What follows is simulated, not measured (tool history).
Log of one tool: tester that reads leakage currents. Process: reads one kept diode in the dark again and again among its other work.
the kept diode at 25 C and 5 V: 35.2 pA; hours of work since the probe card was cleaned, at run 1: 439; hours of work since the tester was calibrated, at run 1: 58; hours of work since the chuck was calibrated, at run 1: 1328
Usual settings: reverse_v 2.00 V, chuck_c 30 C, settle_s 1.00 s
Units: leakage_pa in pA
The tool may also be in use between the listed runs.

run,hour,reverse_v,chuck_c,settle_s,hours of work since the probe card was cleaned,hours of work since the tester was calibrated,hours of work since the chuck was calibrated,leakage_pa
1,0.0,2.00,30,1.00,439,58,1328,34.99
2,44.6,2.00,30,0.36,467,86,1357,36.27
3,87.4,2.00,30,1.00,495,114,1384,35.09
4,132.5,2.00,30,1.00,524,143,1413,35.06
5,188.3,2.00,30,1.00,560,179,1449,35.15
6,247.4,2.00,30,1.00,598,217,1487,35.12
7,301.6,2.00,30,1.00,633,252,1522,34.94
# hour 307.5: chuck's temperature calibrated
8,369.6,8.68,30,1.00,675,294,40,73.98
9,443.4,2.00,30,1.00,722,341,87,35.00
10,481.6,2.00,31,1.00,747,366,112,37.94
11,542.3,2.00,31,1.00,786,405,151,38.13
12,605.1,11.75,30,1.00,826,445,191,86.36
13,652.7,11.75,30,1.00,857,476,222,86.71
14,698.5,11.75,30,1.00,886,505,251,86.14
15,730.9,7.36,30,1.00,907,526,272,67.65
16,773.9,7.36,30,1.00,935,554,300,67.92
17,831.9,2.23,30,1.00,972,591,337,36.90
18,863.3,1.12,53,1.19,992,611,357,151.63
19,909.1,1.12,53,1.19,1022,641,387,151.66
20,955.0,7.74,29,0.47,1051,670,416,67.86
21,1014.8,2.00,20,2.24,1090,709,454,14.98
22,1048.4,2.00,20,2.24,1111,730,476,15.03
23,1083.9,2.00,20,2.24,1134,753,499,14.96
24,1132.6,1.18,32,0.63,1165,784,530,32.07
25,1200.0,1.18,32,0.63,1209,828,574,31.95
26,1260.8,1.18,32,0.63,1248,867,613,31.95
27,1313.8,1.18,32,0.63,1282,901,647,31.82
28,1370.5,18.10,23,2.42,1318,937,683,59.30
29,1443.1,7.65,21,4.98,1365,984,730,31.47
30,1486.4,7.65,21,8.53,1393,1012,758,31.15
31,1520.7,2.00,35,1.00,1415,1034,780,52.35

Forecast each of these 5 alternatives for the next run:
A,1563.6,12.75,30,0.43,1442,1061,807,?
B,1563.6,5.15,54,0.56,1442,1061,807,?
C,1563.6,2.00,28,1.00,1442,1061,807,?
D,1563.6,2.00,26,3.10,1442,1061,807,?
E,1563.6,2.00,23,1.00,1442,1061,807,?

run,leakage_pa
A,97.06
B,346.28
C,29.85
D,24.79
E,19.78
Without the tool's hidden state the same runs would have given:
run,leakage_pa
A,97.00
B,346.29
C,29.84
D,24.79
E,19.77
